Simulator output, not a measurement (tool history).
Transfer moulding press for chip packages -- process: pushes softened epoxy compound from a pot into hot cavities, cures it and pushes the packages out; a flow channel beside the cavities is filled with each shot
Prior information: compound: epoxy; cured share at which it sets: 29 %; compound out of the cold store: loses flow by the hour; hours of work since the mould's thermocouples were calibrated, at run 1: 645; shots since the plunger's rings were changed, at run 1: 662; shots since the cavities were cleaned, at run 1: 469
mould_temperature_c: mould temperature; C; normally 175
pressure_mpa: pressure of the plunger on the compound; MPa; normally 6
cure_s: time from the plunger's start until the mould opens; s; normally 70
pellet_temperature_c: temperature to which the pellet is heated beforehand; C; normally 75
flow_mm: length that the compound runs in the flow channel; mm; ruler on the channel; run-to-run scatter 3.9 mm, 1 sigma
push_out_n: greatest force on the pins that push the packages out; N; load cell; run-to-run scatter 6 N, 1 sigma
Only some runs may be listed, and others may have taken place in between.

| run | day | mould_temperature_c | pressure_mpa | cure_s | pellet_temperature_c | hours of work since the mould's thermocouples were calibrated | shots since the plunger's rings were changed | shots since the cavities were cleaned | incoming compound's hours out of the cold store | flow_mm | push_out_n |
|---|---|---|---|---|---|---|---|---|---|---|---|
| 1 | 0 | 175 | 6 | 70 | 75 | 645 | 662 | 469 | 24.7 | 666 | 218 |
| 2 | 0.562 | 175 | 6 | 70 | 75 | 654 | 897 | 704 | 44.8 | 586 | 234 |
|  | 0.821 | cavities cleaned with cleaning compound and waxed |
| 3 | 1.55 | 175 | 6 | 70 | 75 | 668 | 1281 | 303 | 30.2 | 642 | 234 |
| 4 | 2.446 | 175 | 6 | 52 | 75 | 682 | 1654 | 676 | 35.3 | 618 | 410 |
|  | 2.796 | cavities cleaned with cleaning compound and waxed |
| 5 | 3.271 | 175 | 6 | 52 | 75 | 694 | 1971 | 198 | 24.3 | 670 | 452 |
|  | 3.6 | mould's thermocouples calibrated |
| 6 | 4.071 | 175 | 6 | 62 | 75 | 7 | 2270 | 497 | 8.8 | 726 | 307 |
|  | 4.804 | cavities cleaned with cleaning compound and waxed |
| 7 | 5.242 | 175 | 6 | 70 | 75 | 25 | 2730 | 181 | 43.9 | 589 | 224 |
| 8 | 6.212 | 175 | 6 | 70 | 75 | 40 | 3135 | 586 | 23.7 | 670 | 223 |
|  | 6.417 | plunger's sealing rings changed |
|  | 6.838 | cavities cleaned with cleaning compound and waxed |
| 9 | 7.225 | 175 | 6 | 70 | 66 | 53 | 310 | 161 | 46.8 | 579 | 232 |
| 10 | 8.042 | 175 | 6 | 70 | 66 | 65 | 650 | 501 | 23.1 | 669 | 240 |
|  | 8.838 | cavities cleaned with cleaning compound and waxed |
| 11 | 8.908 | 175 | 6 | 70 | 66 | 78 | 985 | 29 | 19.4 | 687 | 243 |
| 12 | 9.654 | 175 | 6 | 70 | 66 | 89 | 1295 | 339 | 9.1 | 742 | 241 |
| 13 | 10.525 | 169 | 6 | 70 | 66 | 103 | 1657 | 701 | 33.1 | 636 | 331 |
|  | 10.796 | cavities cleaned with cleaning compound and waxed |
| 14 | 11.179 | 169 | 6 | 70 | 66 | 112 | 1904 | 161 | 23.7 | 691 | 348 |
| 15 | 12.1 | 181 | 6 | 70 | 75 | 126 | 2287 | 544 | 20.7 | 668 | 208 |
| 16 | 12.604 | 181 | 6 | 70 | 75 | 134 | 2496 | 753 | 34.3 | 616 | 197 |
|  | 12.733 | cavities cleaned with cleaning compound and waxed |
| 17 | 13.479 | 181 | 6 | 70 | 75 | 147 | 2834 | 310 | 21.3 | 669 | 202 |
| 18 | 13.979 | 181 | 5.7 | 64 | 77 | 155 | 3043 | 519 | 15.3 | 683 | 211 |
|  | 14.421 | plunger's sealing rings changed |
|  | 14.758 | cavities cleaned with cleaning compound and waxed |
| 19 | 15.121 | 175 | 7.42 | 73 | 75 | 170 | 266 | 152 | 46.4 | 643 | 209 |
| 20 | 15.846 | 175 | 6.16 | 77 | 77 | 181 | 566 | 452 | 16.8 | 706 | 214 |
|  | 16.708 | cavities cleaned with cleaning compound and waxed |
| 21 | 16.754 | 175 | 6.16 | 77 | 77 | 194 | 918 | 18 | 43.4 | 590 | 210 |
| 22 | 17.392 | 175 | 6.16 | 77 | 77 | 204 | 1183 | 283 | 11.7 | 727 | 208 |
| 23 | 18.45 | 171 | 4.75 | 86 | 76 | 221 | 1625 | 725 | 12.1 | 645 | 216 |
|  | 18.688 | cavities cleaned with cleaning compound and waxed |
| 24 | 19.308 | 171 | 4.75 | 86 | 76 | 233 | 1956 | 260 | 22.6 | 615 | 216 |

Run 25 is up next; what results do you expect?
| 25 | 19.908 | 171 | 4.75 | 86 | 76 | 242 | 2204 | 508 | 28.6 | ? | ? |

flow_mm: 585 mm
push_out_n: 212 N
With no hidden state in the tool, this same run would have given flow_mm 585 mm, push_out_n 210 N.
